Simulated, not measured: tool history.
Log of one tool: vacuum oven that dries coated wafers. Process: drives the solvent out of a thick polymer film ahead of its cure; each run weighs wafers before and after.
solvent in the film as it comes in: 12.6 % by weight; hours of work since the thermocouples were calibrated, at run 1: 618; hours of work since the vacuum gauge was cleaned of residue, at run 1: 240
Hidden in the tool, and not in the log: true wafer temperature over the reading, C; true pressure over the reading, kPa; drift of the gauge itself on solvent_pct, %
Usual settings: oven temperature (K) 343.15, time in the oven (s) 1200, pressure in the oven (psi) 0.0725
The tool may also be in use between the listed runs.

run   hour  oven temperature (K)  time in the oven (s)  pressure in the oven (psi)  hours of work since the thermocouples were calibrated  hours of work since the vacuum gauge was cleaned of residue  solvent left in the film (%)
  1      0                343.15                  1200                      0.0725                                                    618                                                          240                          3.43
  2     34                343.15                  1200                      0.0725                                                    633                                                          255                          3.37
  3   56.7                343.15                  1200                      0.0725                                                    643                                                          265                          3.36
      82.1  -- oven's thermocouples calibrated
  4   86.7                343.15                  1200                      0.0725                                                      2                                                          278                          3.43
  5  127.9                343.15                  1680                      0.0725                                                     20                                                          296                          2.32
  6  159.2                343.15                  1980                      0.0725                                                     34                                                          310                          1.95
  7  197.9                343.15                  1980                      0.0725                                                     51                                                          327                          1.99
  8  216.5                343.15                  1980                      0.0725                                                     59                                                          335                             2
  9    245                343.15                  1200                      0.0412                                                     72                                                          348                          3.21
 10  283.8                343.15                  1200                      0.0725                                                     89                                                          365                          3.45
 11    306                343.15                  1200                      0.0725                                                     99                                                          375                          3.32
 12    340                343.15                  1200                      0.0725                                                    114                                                          390                          3.44
 13  364.1                343.15                  1200                      0.0725                                                    125                                                          401                          3.43
 14  404.3                343.15                  1560                      0.0725                                                    143                                                          418                          2.53
 15    424                343.15                  1560                      0.0725                                                    151                                                          427                          2.47
 16  455.7                343.15                  1560                      0.0725                                                    165                                                          441                          2.62
 17  485.7                343.15                  1560                      0.0725                                                    179                                                          454                          2.59
 18  526.6                334.15                  1620                      0.0725                                                    197                                                          472                          4.71
 19  565.3                329.15                  1140                      0.1812                                                    214                                                          490                          8.06
 20  587.5                343.15                  1200                      0.2589                                                    224                                                          499                          4.95
 21  629.6                343.15                  1200                      0.2589                                                    242                                                          518                          5.01
 22  665.8                330.15                  1980                      0.0589                                                    258                                                          534                          5.02
 23  690.3                337.15                  1740                      0.1186                                                    269                                                          545                          4.12
 24    721                336.15                   720                      0.1091                                                    283                                                          558                          7.04
 25  746.1                353.15                   660                      0.1437                                                    294                                                          570                           3.4
 26  778.3                331.15                  1440                      0.0725                                                    308                                                          584                           5.9
 27  799.1                331.15                  1440                      0.0725                                                    317                                                          593                          5.92

Run 28 comes next. What will it give?
 28  832.7                331.15                  1440                      0.0725                                                    332                                                          608                             ?

Run 28 gave solvent left in the film (%) 6.09.
Without the tool's hidden state the same run would have given solvent left in the film (%) 6.09.

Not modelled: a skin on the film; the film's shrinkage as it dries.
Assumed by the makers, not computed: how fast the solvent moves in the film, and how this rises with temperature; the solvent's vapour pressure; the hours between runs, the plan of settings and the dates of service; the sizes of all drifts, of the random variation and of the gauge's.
